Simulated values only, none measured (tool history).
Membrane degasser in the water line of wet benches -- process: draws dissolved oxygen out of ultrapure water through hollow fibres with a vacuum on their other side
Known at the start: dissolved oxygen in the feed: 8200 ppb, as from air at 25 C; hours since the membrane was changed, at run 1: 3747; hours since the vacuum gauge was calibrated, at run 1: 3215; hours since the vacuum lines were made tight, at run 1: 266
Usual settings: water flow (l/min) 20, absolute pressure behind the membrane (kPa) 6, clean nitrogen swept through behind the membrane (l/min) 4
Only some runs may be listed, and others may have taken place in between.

run	hour	water flow (l/min)	absolute pressure behind the membrane (kPa)	clean nitrogen swept through behind the membrane (l/min)	hours since the membrane was changed	hours since the vacuum gauge was calibrated	hours since the vacuum lines were made tight	dissolved oxygen in the water behind the degasser (ppb)	pressure that the water loses in the fibres (kPa)
1	0	20	6	4	3747	3215	266	322.3	35.25
# hour 16.7: vacuum gauge calibrated
2	110.2	20	6	4	3856	93	376	317.3	35.2
3	199	20	6	4.06	3945	182	465	324.1	35.5
4	307.9	20	6	4.06	4054	291	574	325.6	35.11
5	453.7	20	6	4	4200	437	720	324.8	35.55
# hour 620: vacuum gauge calibrated, once more
6	660	20	9.87	4	4406	40	925	365.8	35.24
7	808.2	20	6	4	4554	188	1074	320.8	35.54
8	915.9	30	6	4	4662	296	1181	777.4	53.3
9	1116	30	6	4	4862	496	1381	769.8	53.16
10	1299	30	6	4	5045	679	1564	774.2	52.91
11	1459	30	6	4	5205	839	1724	773.4	53.19
12	1599.3	20	6	4	5345	979	1865	322.3	35.51
13	1783	20	14.58	4	5529	1163	2048	418.8	35.46
14	1940.3	20	14.58	4	5686	1320	2206	419.3	35.51
15	2090.2	20	7.83	7.14	5836	1470	2356	319.8	35.94
16	2269	26	12.44	8.38	6015	1649	2534	622.9	46.21
17	2418.2	20	13.75	1.96	6164	1798	2684	528.3	35.9
18	2552.7	20	6	6.98	6298	1933	2818	318.7	35.46
19	2663.1	30	9.29	4.01	6409	2043	2929	842.3	53.47
20	2849.3	26	9.3	11.14	6595	2229	3115	587.5	46.09
21	3052.5	26	9.3	6.71	6798	2433	3318	620.4	46.5
22	3176.2	26	4.22	6.84	6922	2556	3442	561.5	46.41
23	3286.2	26	4.22	6.84	7032	2666	3552	577.2	46.71
24	3488.1	23	5.95	6.84	7234	2868	3754	451.5	41.16
25	3605.3	26	3.82	2.97	7351	2985	3871	582.4	46.66

Consider 4 possible next runs. They are alternatives, not a sequence: every one starts from the tool as it was left by run 25. What does each give?
A	3778.5	24	7.91	5.3	7524	3159	4044	?	?
B	3778.5	20	6	1.86	7524	3159	4044	?	?
C	3778.5	17	4.24	3.43	7524	3159	4044	?	?
D	3778.5	30	4.63	2.97	7524	3159	4044	?	?

run	dissolved oxygen in the water behind the degasser (ppb)	pressure that the water loses in the fibres (kPa)
A	527.5	42.99
B	375.9	35.79
C	208.1	30.57
D	777.4	53.77
Stripped of hidden state, with their random variation kept, the same runs would have yielded:
run	dissolved oxygen in the water behind the degasser (ppb)	pressure that the water loses in the fibres (kPa)
A	476.6	41.43
B	334.7	34.5
C	179.7	29.46
D	709.2	51.82
